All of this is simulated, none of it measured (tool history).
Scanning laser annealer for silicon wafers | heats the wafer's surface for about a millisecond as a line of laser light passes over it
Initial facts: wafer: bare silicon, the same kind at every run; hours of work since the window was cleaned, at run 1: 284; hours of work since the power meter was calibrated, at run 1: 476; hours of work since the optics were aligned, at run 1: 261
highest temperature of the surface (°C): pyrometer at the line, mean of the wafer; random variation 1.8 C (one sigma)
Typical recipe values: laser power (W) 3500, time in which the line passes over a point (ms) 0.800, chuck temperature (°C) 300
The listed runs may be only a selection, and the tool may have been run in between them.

run,hour,laser power (W),time in which the line passes over a point (ms),chuck temperature (°C),hours of work since the window was cleaned,hours of work since the power meter was calibrated,hours of work since the optics were aligned,highest temperature of the surface (°C)
1,0.0,3500,0.800,300,284,476,261,1013
2,33.6,3500,0.800,300,297,490,275,1012
3,60.3,3500,0.800,300,308,501,286,1012
4,94.1,3500,0.800,300,322,515,300,1009
5,136.2,3500,0.800,300,340,532,317,1009
6,166.8,3514,0.800,300,352,544,330,1006
7,193.2,3514,0.800,300,363,555,341,1010
8,229.3,3500,0.654,300,378,570,356,934
9,259.0,3625,0.800,300,390,582,368,1030
10,281.6,3500,0.800,300,399,592,377,1006
# hour 286.9: window over the wafer cleaned
11,325.3,3500,0.841,300,16,609,394,1044
12,367.0,3500,0.841,310,33,626,412,1054
13,414.4,3500,0.841,310,52,645,431,1058
14,444.0,3500,0.841,310,65,658,443,1051
15,471.3,3500,0.841,310,76,669,454,1052
16,496.3,3500,0.841,283,86,679,465,1028
17,539.2,3500,0.841,283,104,697,482,1019
18,583.3,3500,0.841,283,122,715,500,1021
19,618.9,3500,0.841,283,137,730,515,1025
20,658.3,3500,0.841,283,153,746,531,1021
21,684.0,3500,0.841,301,163,756,542,1041
22,705.6,3793,0.587,301,172,765,551,954
23,738.6,3746,0.980,263,186,779,564,1119
24,760.5,3746,0.980,263,195,788,573,1112
25,782.5,3185,0.800,337,204,797,582,992
26,810.2,3500,0.825,332,215,808,594,1056
27,832.8,3189,0.942,320,225,818,603,1033
28,866.0,3189,0.942,320,238,831,617,1036
29,910.3,3453,0.611,277,256,849,635,882
30,941.7,3453,0.611,277,269,862,648,880
31,965.4,3453,0.611,277,279,872,658,884
32,1001.4,3392,0.611,277,294,887,672,866
33,1039.9,3104,0.800,300,310,903,688,927

Consider 3 possible next runs. They are alternatives, not a sequence: every one starts from the tool as it was left by run 33. What does each give?
A,1078.5,3264,0.616,331,326,919,704,?
B,1078.5,3147,0.758,266,326,919,704,?
C,1078.5,3043,0.727,286,326,919,704,?

run,highest temperature of the surface (°C)
A,902
B,886
C,873
With the hidden condition removed and each run's random variation left untouched, the same runs would have given:
run,highest temperature of the surface (°C)
A,917
B,902
C,888

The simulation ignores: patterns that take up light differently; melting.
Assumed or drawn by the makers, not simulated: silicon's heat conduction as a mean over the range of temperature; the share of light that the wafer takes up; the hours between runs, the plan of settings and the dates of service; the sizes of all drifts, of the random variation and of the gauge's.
